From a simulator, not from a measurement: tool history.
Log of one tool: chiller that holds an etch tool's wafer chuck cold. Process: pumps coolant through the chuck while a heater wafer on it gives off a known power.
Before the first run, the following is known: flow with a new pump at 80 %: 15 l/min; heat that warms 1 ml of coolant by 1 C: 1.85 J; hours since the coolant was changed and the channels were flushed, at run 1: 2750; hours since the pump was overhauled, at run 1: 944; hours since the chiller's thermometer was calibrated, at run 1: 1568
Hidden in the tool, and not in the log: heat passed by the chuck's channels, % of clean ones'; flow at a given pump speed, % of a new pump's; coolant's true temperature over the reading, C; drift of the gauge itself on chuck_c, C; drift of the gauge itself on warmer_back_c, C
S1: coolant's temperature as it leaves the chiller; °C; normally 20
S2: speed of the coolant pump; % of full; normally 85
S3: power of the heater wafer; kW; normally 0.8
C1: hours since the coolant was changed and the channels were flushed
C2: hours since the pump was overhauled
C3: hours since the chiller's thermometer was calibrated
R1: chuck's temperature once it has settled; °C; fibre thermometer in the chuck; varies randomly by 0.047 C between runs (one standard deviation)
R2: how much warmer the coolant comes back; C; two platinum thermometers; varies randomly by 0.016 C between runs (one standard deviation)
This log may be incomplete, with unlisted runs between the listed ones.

run 1 hour=0 | S1=20 S2=85 S3=0.8 | C1=2750 C2=944 C3=1568 | R1=24.74 R2=1.63
run 2 hour=30.2 | S1=20 S2=85 S3=0.8 | C1=2780 C2=974 C3=1598 | R1=24.73 R2=1.62
run 3 hour=44.7 | S1=20 S2=85 S3=0.8 | C1=2794 C2=988 C3=1613 | R1=24.63 R2=1.69
run 4 hour=61.5 | S1=20 S2=85 S3=0.8 | C1=2811 C2=1005 C3=1629 | R1=24.7 R2=1.66
run 5 hour=86.6 | S1=20 S2=85 S3=0.8 | C1=2836 C2=1030 C3=1654 | R1=24.79 R2=1.67
run 6 hour=118.1 | S1=15 S2=85 S3=0.746 | C1=2868 C2=1062 C3=1686 | R1=19.37 R2=1.61
run 7 hour=141.7 | S1=11 S2=78 S3=0.971 | C1=2891 C2=1085 C3=1710 | R1=17.03 R2=2.27
run 8 hour=163.7 | S1=11 S2=78 S3=0.665 | C1=2913 C2=1107 C3=1732 | R1=15.15 R2=1.57
run 9 hour=186.5 | S1=12 S2=94 S3=0.489 | C1=2936 C2=1130 C3=1754 | R1=14.67 R2=1.01
run 10 hour=219.3 | S1=12 S2=94 S3=0.489 | C1=2969 C2=1163 C3=1787 | R1=14.63 R2=0.99

Below are 3 alternative next runs, each starting from the tool's condition after run 10. Predict each:
run A hour=235.9 | S1=20 S2=85 S3=0.465 | C1=2985 C2=1180 C3=1804 | R1=? R2=?
run B hour=235.9 | S1=19 S2=92 S3=0.926 | C1=2985 C2=1180 C3=1804 | R1=? R2=?
run C hour=235.9 | S1=13 S2=84 S3=0.745 | C1=2985 C2=1180 C3=1804 | R1=? R2=?

run=A R1=22.65 R2=1.11
run=B R1=24.14 R2=1.85
run=C R1=17.49 R2=1.7
The same runs, with their run-to-run variation unchanged, on a tool lacking any hidden condition would have given:
run=A R1=22.63 R2=0.96
run=B R1=24.11 R2=1.7
run=C R1=17.46 R2=1.55
